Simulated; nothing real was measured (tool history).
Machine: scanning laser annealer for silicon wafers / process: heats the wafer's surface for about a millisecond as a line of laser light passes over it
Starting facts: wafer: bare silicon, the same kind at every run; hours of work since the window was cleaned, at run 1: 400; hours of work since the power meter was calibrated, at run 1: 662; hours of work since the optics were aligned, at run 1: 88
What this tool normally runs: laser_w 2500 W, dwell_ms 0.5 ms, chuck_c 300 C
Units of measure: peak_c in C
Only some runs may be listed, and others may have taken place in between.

| run | hour | laser_w | dwell_ms | chuck_c | hours of work since the window was cleaned | hours of work since the power meter was calibrated | hours of work since the optics were aligned | peak_c |
|---|---|---|---|---|---|---|---|---|
| 1 | 0 | 2500 | 0.5 | 300 | 400 | 662 | 88 | 995 |
| 2 | 15.7 | 2500 | 0.5 | 300 | 412 | 674 | 100 | 997 |
| 3 | 30.2 | 2500 | 0.5 | 300 | 423 | 685 | 111 | 994 |
| 4 | 41.5 | 2500 | 0.5 | 300 | 432 | 694 | 120 | 993 |
| 5 | 61.6 | 2500 | 0.5 | 300 | 447 | 709 | 136 | 994 |
| 6 | 77.7 | 2500 | 0.462 | 300 | 460 | 721 | 148 | 969 |
| 7 | 96.2 | 2351 | 0.5 | 300 | 474 | 735 | 162 | 953 |
| 8 | 121.9 | 2351 | 0.5 | 300 | 493 | 755 | 182 | 952 |
| 9 | 142.8 | 2500 | 0.5 | 300 | 510 | 771 | 198 | 991 |
| 10 | 165.9 | 2500 | 0.5 | 300 | 527 | 789 | 215 | 992 |
| 11 | 178 | 2500 | 0.5 | 300 | 536 | 798 | 225 | 993 |
|  | 192.2 | window over the wafer cleaned |
| 12 | 192.2 | 2500 | 0.5 | 300 | 0 | 807 | 234 | 1008 |
| 13 | 206.2 | 2500 | 0.5 | 333 | 11 | 818 | 245 | 1040 |
| 14 | 218.8 | 2500 | 0.5 | 333 | 20 | 828 | 255 | 1039 |
| 15 | 239.5 | 2500 | 0.5 | 300 | 36 | 844 | 270 | 1004 |
| 16 | 265.2 | 2500 | 0.5 | 300 | 56 | 863 | 290 | 1007 |
| 17 | 290.8 | 2500 | 0.5 | 300 | 76 | 883 | 310 | 1001 |
| 18 | 314.5 | 2500 | 0.5 | 300 | 94 | 901 | 328 | 1003 |
| 19 | 338.3 | 2609 | 0.5 | 300 | 112 | 919 | 346 | 1033 |
| 20 | 350.4 | 2500 | 0.5 | 300 | 121 | 929 | 355 | 1000 |
| 21 | 367.1 | 2500 | 0.5 | 300 | 134 | 942 | 368 | 1001 |
| 22 | 382.7 | 2500 | 0.5 | 300 | 146 | 954 | 380 | 1000 |
| 23 | 408.9 | 2685 | 0.374 | 311 | 166 | 974 | 400 | 971 |
| 24 | 433.4 | 2438 | 0.357 | 315 | 185 | 992 | 419 | 899 |
| 25 | 444.6 | 2218 | 0.531 | 300 | 194 | 1001 | 428 | 941 |
| 26 | 469 | 2313 | 0.599 | 338 | 212 | 1020 | 446 | 1042 |
| 27 | 494.9 | 2494 | 0.397 | 309 | 232 | 1040 | 466 | 935 |
| 28 | 521 | 2494 | 0.397 | 309 | 252 | 1060 | 486 | 936 |
| 29 | 539.8 | 2454 | 0.5 | 289 | 267 | 1074 | 501 | 978 |
| 30 | 557.6 | 2240 | 0.578 | 337 | 280 | 1088 | 514 | 1009 |
| 31 | 573.3 | 2436 | 0.5 | 267 | 292 | 1100 | 526 | 944 |
| 32 | 584.8 | 2275 | 0.5 | 300 | 301 | 1108 | 535 | 933 |
| 33 | 610.4 | 2275 | 0.385 | 310 | 321 | 1128 | 555 | 871 |
| 34 | 635.1 | 2565 | 0.357 | 271 | 340 | 1147 | 574 | 880 |
| 35 | 648.9 | 2646 | 0.5 | 339 | 350 | 1158 | 584 | 1076 |
| 36 | 662 | 2410 | 0.5 | 318 | 360 | 1168 | 594 | 989 |
| 37 | 673.9 | 2410 | 0.5 | 318 | 369 | 1177 | 603 | 988 |
| 38 | 696.5 | 2658 | 0.384 | 300 | 387 | 1194 | 621 | 950 |
| 39 | 710.2 | 2658 | 0.384 | 300 | 397 | 1205 | 631 | 953 |
| 40 | 735.1 | 2350 | 0.376 | 314 | 416 | 1224 | 650 | 885 |
| 41 | 761.6 | 2500 | 0.5 | 308 | 437 | 1244 | 671 | 1002 |

3 ways to go on from here, each from the tool as it stands after run 41. What would each give?
| A | 774.7 | 2508 | 0.479 | 305 | 447 | 1254 | 681 | ? |
| B | 774.7 | 2297 | 0.422 | 275 | 447 | 1254 | 681 | ? |
| C | 774.7 | 2500 | 0.502 | 300 | 447 | 1254 | 681 | ? |

| run | peak_c |
|---|---|
| A | 983 |
| B | 864 |
| C | 992 |
With the hidden condition removed and each run's random variation left untouched, the same runs would have given:
| run | peak_c |
|---|---|
| A | 998 |
| B | 877 |
| C | 1007 |
